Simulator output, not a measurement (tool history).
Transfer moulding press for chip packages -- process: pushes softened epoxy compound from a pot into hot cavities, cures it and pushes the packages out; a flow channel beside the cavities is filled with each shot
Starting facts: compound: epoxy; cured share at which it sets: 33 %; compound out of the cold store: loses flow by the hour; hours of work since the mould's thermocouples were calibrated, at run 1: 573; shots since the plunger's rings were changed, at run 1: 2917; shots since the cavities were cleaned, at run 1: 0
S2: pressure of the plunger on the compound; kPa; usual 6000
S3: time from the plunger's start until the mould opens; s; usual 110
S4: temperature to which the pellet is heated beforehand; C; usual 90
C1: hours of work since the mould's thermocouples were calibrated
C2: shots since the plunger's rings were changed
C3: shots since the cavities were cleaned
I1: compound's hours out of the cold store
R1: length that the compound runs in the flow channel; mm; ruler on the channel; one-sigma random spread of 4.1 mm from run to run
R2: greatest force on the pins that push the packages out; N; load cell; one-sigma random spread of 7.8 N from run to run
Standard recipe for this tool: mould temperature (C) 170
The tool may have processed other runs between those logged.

Run 1, day 0: usual settings; C1 573; C2 2917; C3 0; I1 46. Result: R1 600 mm, R2 341 N.
At day 0.65: plunger's sealing rings changed.
Run 2, day 0.65: usual settings but S3 92 s; C1 580; C2 0; C3 124; I1 9. Result: R1 742 mm, R2 474 N.
Run 3, day 1.35: usual settings but S3 92 s; C1 589; C2 158; C3 282; I1 16.9. Result: R1 717 mm, R2 510 N.
Run 4, day 1.954: usual settings but S3 92 s; C1 597; C2 295; C3 419; I1 31.1. Result: R1 670 mm, R2 528 N.
Run 5, day 2.621: usual settings but mould temperature (C) 169; C1 605; C2 446; C3 570; I1 12.3. Result: R1 737 mm, R2 513 N.
Run 6, day 3.933: usual settings but mould temperature (C) 169; C1 622; C2 744; C3 868; I1 26.2. Result: R1 680 mm, R2 531 N.
At day 4.458: cavities cleaned with cleaning compound and waxed.
Run 7, day 5.15: usual settings but mould temperature (C) 169; C1 636; C2 1006; C3 158; I1 9.3. Result: R1 736 mm, R2 630 N.
Run 8, day 6.4: usual settings but mould temperature (C) 169, S3 141 s; C1 652; C2 1289; C3 441; I1 15.3. Result: R1 709 mm, R2 554 N.
Run 9, day 7.092: usual settings but mould temperature (C) 169, S3 111 s; C1 661; C2 1445; C3 597; I1 30.9. Result: R1 666 mm, R2 575 N.
Run 10, day 7.846: usual settings but mould temperature (C) 169, S3 111 s; C1 670; C2 1616; C3 768; I1 30.1. Result: R1 660 mm, R2 576 N.
At day 8.833: cavities cleaned with cleaning compound and waxed.
Run 11, day 8.867: usual settings but mould temperature (C) 175, S2 4940 kPa; C1 682; C2 1834; C3 8; I1 41.7. Result: R1 558 mm, R2 307 N.
Run 12, day 10.183: usual settings but S2 6150 kPa, S3 137 s, S4 94 C; C1 699; C2 2133; C3 307; I1 27. Result: R1 672 mm, R2 406 N.
At day 10.917: cavities cleaned with cleaning compound and waxed, once more.
Run 13, day 11.375: usual settings but S2 6150 kPa, S3 137 s, S4 94 C; C1 713; C2 2388; C3 103; I1 19.3. Result: R1 698 mm, R2 351 N.
Run 14, day 12.179: usual settings but mould temperature (C) 165, S2 4510 kPa, S3 125 s, S4 92 C; C1 723; C2 2571; C3 286; I1 46.8. Result: R1 529 mm, R2 440 N.
Run 15, day 13.154: usual settings but mould temperature (C) 165, S2 4510 kPa, S3 125 s, S4 92 C; C1 735; C2 2792; C3 507; I1 46.7. Result: R1 530 mm, R2 489 N.
Run 16, day 13.988: usual settings but mould temperature (C) 165, S2 4510 kPa, S3 125 s, S4 92 C; C1 746; C2 2980; C3 695; I1 26.9. Result: R1 575 mm, R2 515 N.
At day 14.362: plunger's sealing rings changed.
Run 17, day 15.217: usual settings but mould temperature (C) 165, S2 4540 kPa, S3 99 s, S4 92 C; C1 760; C2 193; C3 950; I1 16.1. Result: R1 636 mm, R2 723 N.
At day 15.375: cavities cleaned with cleaning compound and waxed.
Run 18, day 16.55: usual settings but mould temperature (C) 164, S2 5130 kPa, S3 138 s, S4 91 C; C1 776; C2 482; C3 267; I1 39.4. Result: R1 613 mm, R2 426 N.
Run 19, day 17.388: usual settings but mould temperature (C) 166, S2 6460 kPa, S3 134 s, S4 100 C; C1 787; C2 671; C3 456; I1 20.6. Result: R1 733 mm, R2 449 N.
Run 20, day 18.704: usual settings but mould temperature (C) 166, S2 7050 kPa, S3 108 s, S4 100 C; C1 803; C2 970; C3 755; I1 9.8. Result: R1 803 mm, R2 551 N.

Predict each of these 5 candidate next runs independently; none follows another, all start after run 20:
At day 19.767: cavities cleaned with cleaning compound and waxed.
Run A, day 19.829: usual settings but mould temperature (C) 176, S2 4710 kPa, S4 96 C; C1 817; C2 1211; C3 15; I1 37.5. Result: R1 ?, R2 ?.
At day 19.767: cavities cleaned with cleaning compound and waxed.
Run B, day 19.829: usual settings but mould temperature (C) 175; C1 817; C2 1211; C3 15; I1 19.8. Result: R1 ?, R2 ?.
At day 19.767: cavities cleaned with cleaning compound and waxed.
Run C, day 19.829: usual settings but mould temperature (C) 164, S2 4870 kPa, S3 108 s, S4 83 C; C1 817; C2 1211; C3 15; I1 43.3. Result: R1 ?, R2 ?.
At day 19.767: cavities cleaned with cleaning compound and waxed.
Run D, day 19.829: usual settings but mould temperature (C) 176, S2 6630 kPa, S3 121 s, S4 100 C; C1 817; C2 1211; C3 15; I1 25. Result: R1 ?, R2 ?.
At day 19.767: cavities cleaned with cleaning compound and waxed.
Run E, day 19.829: usual settings but mould temperature (C) 172, S2 5260 kPa, S3 133 s; C1 817; C2 1211; C3 15; I1 26. Result: R1 ?, R2 ?.

run   R1   R2
  A  563  313
  B  692  315
  C  572  397
  D  699  320
  E  639  309
With the hidden condition removed and each run's random variation left untouched, the same runs would have given:
run   R1   R2
  A  577  304
  B  709  307
  C  587  417
  D  716  309
  E  655  300

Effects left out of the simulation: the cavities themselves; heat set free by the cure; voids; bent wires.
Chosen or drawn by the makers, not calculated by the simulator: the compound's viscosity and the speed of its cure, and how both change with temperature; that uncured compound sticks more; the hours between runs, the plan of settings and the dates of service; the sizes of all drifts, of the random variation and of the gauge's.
